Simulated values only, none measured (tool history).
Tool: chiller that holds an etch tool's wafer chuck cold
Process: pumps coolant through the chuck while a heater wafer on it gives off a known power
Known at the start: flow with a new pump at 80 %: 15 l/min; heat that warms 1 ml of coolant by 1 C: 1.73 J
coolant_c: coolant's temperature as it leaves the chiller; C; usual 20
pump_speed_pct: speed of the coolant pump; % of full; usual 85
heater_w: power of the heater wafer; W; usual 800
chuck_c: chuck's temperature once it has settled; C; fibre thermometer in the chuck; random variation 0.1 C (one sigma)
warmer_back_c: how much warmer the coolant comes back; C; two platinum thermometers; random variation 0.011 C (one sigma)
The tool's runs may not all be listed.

run	day	coolant_c	pump_speed_pct	heater_w	chuck_c	warmer_back_c
1	0	20	85	800	27.9	1.8
2	2.117	20	85	800	27.8	1.82
3	5.3	20	62	800	29.5	2.44
4	8.362	20	62	800	29.4	2.43
5	9.867	20	62	800	29.7	2.45
6	11.575	20	62	800	29.3	2.46
7	13.262	20	62	800	29.7	2.46
8	15.838	20	62	800	29.6	2.45
9	17.604	20	85	800	28	1.8
10	21.058	20	85	800	28	1.83
11	22.946	20	85	800	27.8	1.82
12	26.3	20	85	800	28	1.82
13	28.267	20	85	800	28.3	1.82
14	31.571	20	85	800	28	1.82
15	34.829	20	85	800	27.9	1.83
16	36.888	20	85	728	27.3	1.65
17	39.933	11	83	695	18	1.63
# day 40.162: chiller's thermometer calibrated
18	41.417	11	64	622	18.7	1.88
19	44.858	11	64	622	18.7	1.88
20	47.208	11	64	622	18.5	1.87
21	49.404	11	64	622	18.7	1.85
22	50.946	20	70	909	30.6	2.51
23	53.558	19	67	638	26.7	1.85
24	56.242	24	77	952	34.4	2.39
# day 57.558: chiller's thermometer calibrated, once more
25	58.412	22	97	952	30.7	1.94
26	61.196	20	70	800	29	2.2
27	64.321	16	85	833	24.4	1.93
28	67.775	13	65	452	18.2	1.35
29	71.071	13	65	452	18.6	1.34
30	74.221	18	84	452	22.6	1.04
31	77.454	12	70	608	18.9	1.68

3 ways to go on from here, each from the tool as it stands after run 31. What would each give?
A	80.854	20	65	800	?	?
B	80.854	20	92	495	?	?
C	80.854	19	65	536	?	?

run	chuck_c	warmer_back_c
A	29.7	2.39
B	25	1.05
C	25.4	1.6
Without the tool's hidden state the same runs would have given:
run	chuck_c	warmer_back_c
A	28.4	2.26
B	24.3	1
C	24.5	1.51
